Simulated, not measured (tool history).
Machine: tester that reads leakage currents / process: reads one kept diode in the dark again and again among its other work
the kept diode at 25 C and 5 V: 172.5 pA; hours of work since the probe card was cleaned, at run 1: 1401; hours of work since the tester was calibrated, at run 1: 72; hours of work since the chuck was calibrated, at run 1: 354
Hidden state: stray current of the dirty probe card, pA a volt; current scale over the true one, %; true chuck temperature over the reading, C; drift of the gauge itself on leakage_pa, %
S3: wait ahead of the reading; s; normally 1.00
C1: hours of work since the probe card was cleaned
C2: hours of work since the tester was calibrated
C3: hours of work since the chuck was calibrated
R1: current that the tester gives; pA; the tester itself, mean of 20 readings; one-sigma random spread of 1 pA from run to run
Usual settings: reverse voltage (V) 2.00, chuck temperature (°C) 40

Run 1, hour 0.0: usual settings; C1 1401; C2 72; C3 354. Result: R1 360.77 pA.
Run 2, hour 16.4: usual settings but chuck temperature (°C) 57; C1 1409; C2 80; C3 362. Result: R1 1205.83 pA.
Run 3, hour 30.5: usual settings but chuck temperature (°C) 57; C1 1415; C2 87; C3 369. Result: R1 1206.68 pA.
Run 4, hour 58.2: usual settings but chuck temperature (°C) 57; C1 1429; C2 100; C3 382. Result: R1 1210.58 pA.
Run 5, hour 77.9: usual settings but reverse voltage (V) 11.01; C1 1438; C2 110; C3 392. Result: R1 893.63 pA.
Run 6, hour 108.8: usual settings but reverse voltage (V) 11.01; C1 1453; C2 125; C3 407. Result: R1 890.56 pA.
Run 7, hour 132.4: usual settings but reverse voltage (V) 11.01; C1 1465; C2 136; C3 418. Result: R1 891.04 pA.
Run 8, hour 148.2: usual settings but reverse voltage (V) 11.01; C1 1472; C2 144; C3 426. Result: R1 891.17 pA.
Run 9, hour 175.5: usual settings; C1 1486; C2 157; C3 439. Result: R1 363.41 pA.
Run 10, hour 190.3: usual settings but reverse voltage (V) 7.04; C1 1493; C2 164; C3 446. Result: R1 703.26 pA.
Run 11, hour 216.4: usual settings but reverse voltage (V) 7.04; C1 1505; C2 177; C3 459. Result: R1 708.67 pA.
Run 12, hour 237.1: usual settings but reverse voltage (V) 5.39; C1 1515; C2 187; C3 469. Result: R1 618.18 pA.
Run 13, hour 264.1: usual settings; C1 1528; C2 200; C3 482. Result: R1 363.73 pA.
Run 14, hour 278.8: usual settings; C1 1536; C2 207; C3 489. Result: R1 363.47 pA.
Run 15, hour 304.4: usual settings; C1 1548; C2 219; C3 501. Result: R1 367.02 pA.
Run 16, hour 334.9: usual settings but reverse voltage (V) 7.30; C1 1563; C2 234; C3 516. Result: R1 724.95 pA.
Run 17, hour 361.3: usual settings but chuck temperature (°C) 43; C1 1575; C2 247; C3 529. Result: R1 458.56 pA.
Run 18, hour 374.6: usual settings but chuck temperature (°C) 43; C1 1582; C2 253; C3 535. Result: R1 459.39 pA.
Run 19, hour 405.4: usual settings but chuck temperature (°C) 43; C1 1597; C2 268; C3 550. Result: R1 458.61 pA.
Run 20, hour 419.3: usual settings but chuck temperature (°C) 43; C1 1603; C2 275; C3 557. Result: R1 459.22 pA.
Run 21, hour 433.5: usual settings but chuck temperature (°C) 43; C1 1610; C2 282; C3 564. Result: R1 462.40 pA.
Run 22, hour 463.7: usual settings but chuck temperature (°C) 43; C1 1625; C2 296; C3 578. Result: R1 462.89 pA.
Run 23, hour 477.2: usual settings but S3 9.19 s; C1 1631; C2 303; C3 585. Result: R1 367.31 pA.
Run 24, hour 499.0: usual settings but S3 1.99 s; C1 1642; C2 313; C3 595. Result: R1 369.62 pA.
Run 25, hour 521.0: usual settings but chuck temperature (°C) 37; C1 1653; C2 324; C3 606. Result: R1 294.77 pA.
Run 26, hour 542.9: usual settings but reverse voltage (V) 2.34, chuck temperature (°C) 57, S3 0.94 s; C1 1663; C2 335; C3 616. Result: R1 1340.67 pA.
Run 27, hour 570.6: usual settings but reverse voltage (V) 2.34, chuck temperature (°C) 30, S3 0.94 s; C1 1677; C2 348; C3 630. Result: R1 186.82 pA.
Run 28, hour 595.9: usual settings but reverse voltage (V) 2.34, chuck temperature (°C) 26, S3 0.94 s; C1 1689; C2 360; C3 642. Result: R1 135.82 pA.
Run 29, hour 621.1: usual settings but reverse voltage (V) 2.34, chuck temperature (°C) 26, S3 0.94 s; C1 1701; C2 372; C3 654. Result: R1 136.55 pA.
Run 30, hour 644.9: usual settings but chuck temperature (°C) 41; C1 1713; C2 384; C3 666. Result: R1 401.01 pA.
Run 31, hour 663.9: usual settings but reverse voltage (V) 1.12, chuck temperature (°C) 42; C1 1722; C2 393; C3 675. Result: R1 318.97 pA.
Run 32, hour 693.8: usual settings but reverse voltage (V) 1.12, chuck temperature (°C) 42; C1 1736; C2 408; C3 689. Result: R1 318.11 pA.
Run 33, hour 723.8: usual settings but reverse voltage (V) 2.40, chuck temperature (°C) 42, S3 7.73 s; C1 1751; C2 422; C3 704. Result: R1 475.82 pA.
Run 34, hour 750.5: usual settings but reverse voltage (V) 2.40, chuck temperature (°C) 42, S3 7.73 s; C1 1764; C2 435; C3 717. Result: R1 480.01 pA.
Run 35, hour 776.7: usual settings but reverse voltage (V) 2.40, chuck temperature (°C) 42, S3 7.73 s; C1 1776; C2 448; C3 730. Result: R1 479.10 pA.
Run 36, hour 797.5: usual settings but reverse voltage (V) 2.40, chuck temperature (°C) 34, S3 1.59 s; C1 1786; C2 458; C3 740. Result: R1 263.32 pA.
Run 37, hour 810.1: usual settings but reverse voltage (V) 3.70, chuck temperature (°C) 32, S3 1.14 s; C1 1793; C2 464; C3 746. Result: R1 282.69 pA.
Run 38, hour 828.3: usual settings but reverse voltage (V) 3.70, chuck temperature (°C) 32, S3 1.14 s; C1 1801; C2 473; C3 754. Result: R1 282.81 pA.
Run 39, hour 849.7: usual settings but reverse voltage (V) 11.77, S3 1.67 s; C1 1812; C2 483; C3 765. Result: R1 958.88 pA.

What if the next run were any one of these 3? Each begins from the tool's condition after run 39:
Run A, hour 876.6: usual settings but reverse voltage (V) 1.04, S3 1.67 s; C1 1825; C2 496; C3 778. Result: R1 ?.
Run B, hour 876.6: usual settings but reverse voltage (V) 10.68, S3 3.94 s; C1 1825; C2 496; C3 778. Result: R1 ?.
Run C, hour 876.6: usual settings but reverse voltage (V) 4.53, chuck temperature (°C) 23, S3 8.36 s; C1 1825; C2 496; C3 778. Result: R1 ?.

run      R1
  A  265.92
  B  907.45
  C  151.54
Stripped of hidden state, with their random variation kept, the same runs would have yielded:
run      R1
  A  246.55
  B  839.22
  C  138.03
